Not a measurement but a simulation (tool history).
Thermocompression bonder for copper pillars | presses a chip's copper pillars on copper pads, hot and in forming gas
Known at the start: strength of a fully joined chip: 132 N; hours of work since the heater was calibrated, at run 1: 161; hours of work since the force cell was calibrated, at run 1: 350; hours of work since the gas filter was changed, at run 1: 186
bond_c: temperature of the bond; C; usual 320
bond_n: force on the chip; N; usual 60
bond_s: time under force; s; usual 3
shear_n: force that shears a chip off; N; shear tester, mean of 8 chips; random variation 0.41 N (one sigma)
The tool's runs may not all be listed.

| run | day | bond_c | bond_n | bond_s | hours of work since the heater was calibrated | hours of work since the force cell was calibrated | hours of work since the gas filter was changed | shear_n |
|---|---|---|---|---|---|---|---|---|
| 1 | 0 | 320 | 60 | 3 | 161 | 350 | 186 | 82.6 |
| 2 | 0.288 | 320 | 60 | 3 | 164 | 353 | 189 | 81.8 |
| 3 | 0.529 | 320 | 56 | 3 | 167 | 356 | 192 | 78.9 |
|  | 0.671 | forming gas filter changed |
| 4 | 0.8 | 320 | 56 | 3 | 169 | 358 | 1 | 85.1 |
| 5 | 0.979 | 320 | 56 | 3 | 171 | 360 | 3 | 85 |
| 6 | 1.367 | 320 | 60 | 3 | 175 | 364 | 7 | 89.2 |
| 7 | 1.75 | 320 | 60 | 3 | 179 | 369 | 11 | 88.8 |
| 8 | 2.096 | 320 | 60 | 3 | 183 | 372 | 15 | 88.6 |
| 9 | 2.304 | 320 | 60 | 3 | 185 | 374 | 17 | 88.1 |
| 10 | 2.567 | 311 | 60 | 3 | 188 | 377 | 20 | 83.7 |
| 11 | 2.938 | 311 | 60 | 3 | 192 | 381 | 24 | 83 |
| 12 | 3.267 | 311 | 60 | 3 | 195 | 385 | 27 | 83.4 |
| 13 | 3.508 | 320 | 60 | 3 | 198 | 387 | 30 | 88.2 |
| 14 | 3.829 | 320 | 50 | 3 | 201 | 390 | 33 | 78.1 |
|  | 3.925 | force cell calibrated |
| 15 | 4.067 | 320 | 50 | 3 | 203 | 1 | 35 | 77.3 |
| 16 | 4.396 | 320 | 50 | 4 | 207 | 5 | 39 | 83.9 |
| 17 | 4.692 | 320 | 60 | 3 | 210 | 8 | 42 | 87.1 |
| 18 | 4.962 | 320 | 60 | 3 | 213 | 11 | 45 | 86.5 |
|  | 5.354 | force cell calibrated, once more |
| 19 | 5.421 | 320 | 60 | 3 | 217 | 1 | 49 | 88.7 |
| 20 | 5.667 | 320 | 60 | 3 | 219 | 3 | 51 | 87.9 |
| 21 | 5.871 | 320 | 60 | 3 | 222 | 5 | 54 | 88.9 |
| 22 | 6.042 | 292 | 87 | 3 | 223 | 7 | 55 | 93.1 |
| 23 | 6.267 | 290 | 73 | 4 | 226 | 10 | 58 | 89.4 |

Forecast run 24:
| 24 | 6.471 | 290 | 73 | 4 | 228 | 12 | 60 | ? |

{"run 24": {"shear_n": 89.9}}
Without the tool's hidden state the same run would have given shear_n 90.9 N.
